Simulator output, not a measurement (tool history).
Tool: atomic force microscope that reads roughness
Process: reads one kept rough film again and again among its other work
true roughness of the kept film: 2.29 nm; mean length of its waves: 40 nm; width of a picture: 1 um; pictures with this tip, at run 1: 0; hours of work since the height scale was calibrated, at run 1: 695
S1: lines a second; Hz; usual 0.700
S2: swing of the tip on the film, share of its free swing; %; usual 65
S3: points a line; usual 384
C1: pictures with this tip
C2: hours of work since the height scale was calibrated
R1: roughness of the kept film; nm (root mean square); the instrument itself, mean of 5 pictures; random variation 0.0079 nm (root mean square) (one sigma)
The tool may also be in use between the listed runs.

run 1 hour=0.0 | S1=0.700 S2=65 S3=384 | C1=0 C2=695 | R1=2.186
run 2 hour=50.3 | S1=0.700 S2=65 S3=384 | C1=65 C2=734 | R1=2.126
-- hour=82.4 new tip fitted
run 3 hour=114.4 | S1=0.700 S2=65 S3=384 | C1=41 C2=784 | R1=2.141
-- hour=163.1 new tip fitted
run 4 hour=172.2 | S1=0.736 S2=65 S3=384 | C1=12 C2=828 | R1=2.163
run 5 hour=213.4 | S1=0.736 S2=65 S3=384 | C1=65 C2=860 | R1=2.110
-- hour=242.7 new tip fitted
run 6 hour=243.2 | S1=0.736 S2=65 S3=384 | C1=0 C2=883 | R1=2.187
run 7 hour=281.2 | S1=0.700 S2=65 S3=384 | C1=49 C2=912 | R1=2.144
-- hour=324.5 new tip fitted
run 8 hour=328.8 | S1=0.700 S2=65 S3=384 | C1=5 C2=949 | R1=2.192
run 9 hour=362.0 | S1=0.700 S2=65 S3=384 | C1=48 C2=975 | R1=2.154
run 10 hour=399.2 | S1=0.700 S2=65 S3=702 | C1=96 C2=1004 | R1=2.094
-- hour=405.7 new tip fitted
run 11 hour=431.0 | S1=0.700 S2=65 S3=702 | C1=33 C2=1028 | R1=2.171
run 12 hour=462.8 | S1=0.700 S2=65 S3=702 | C1=74 C2=1053 | R1=2.127
-- hour=488.2 new tip fitted
run 13 hour=516.1 | S1=0.700 S2=65 S3=384 | C1=36 C2=1094 | R1=2.148
-- hour=523.3 height scale calibrated on a step standard
run 14 hour=561.1 | S1=0.700 S2=58 S3=384 | C1=93 C2=29 | R1=2.115
-- hour=572.0 new tip fitted
run 15 hour=593.3 | S1=0.700 S2=58 S3=279 | C1=28 C2=54 | R1=2.195
-- hour=655.1 new tip fitted
run 16 hour=656.7 | S1=0.700 S2=65 S3=277 | C1=2 C2=103 | R1=2.192
run 17 hour=711.7 | S1=3.381 S2=65 S3=295 | C1=73 C2=146 | R1=1.998
-- hour=735.9 new tip fitted
run 18 hour=776.4 | S1=0.515 S2=71 S3=384 | C1=53 C2=195 | R1=2.142
-- hour=816.2 new tip fitted
run 19 hour=839.7 | S1=1.040 S2=57 S3=384 | C1=30 C2=244 | R1=2.181
-- hour=898.9 new tip fitted
run 20 hour=900.7 | S1=0.903 S2=69 S3=590 | C1=2 C2=291 | R1=2.179
-- hour=927.7 height scale calibrated on a step standard, once more
run 21 hour=932.6 | S1=0.903 S2=69 S3=590 | C1=42 C2=4 | R1=2.127

Run 22 comes next. What will it give?
-- hour=982.0 new tip fitted
run 22 hour=995.6 | S1=3.016 S2=87 S3=384 | C1=18 C2=52 | R1=?

Run 22 gave R1 1.823 nm (root mean square).
Without the tool's hidden state the same run would have given R1 1.839 nm (root mean square).

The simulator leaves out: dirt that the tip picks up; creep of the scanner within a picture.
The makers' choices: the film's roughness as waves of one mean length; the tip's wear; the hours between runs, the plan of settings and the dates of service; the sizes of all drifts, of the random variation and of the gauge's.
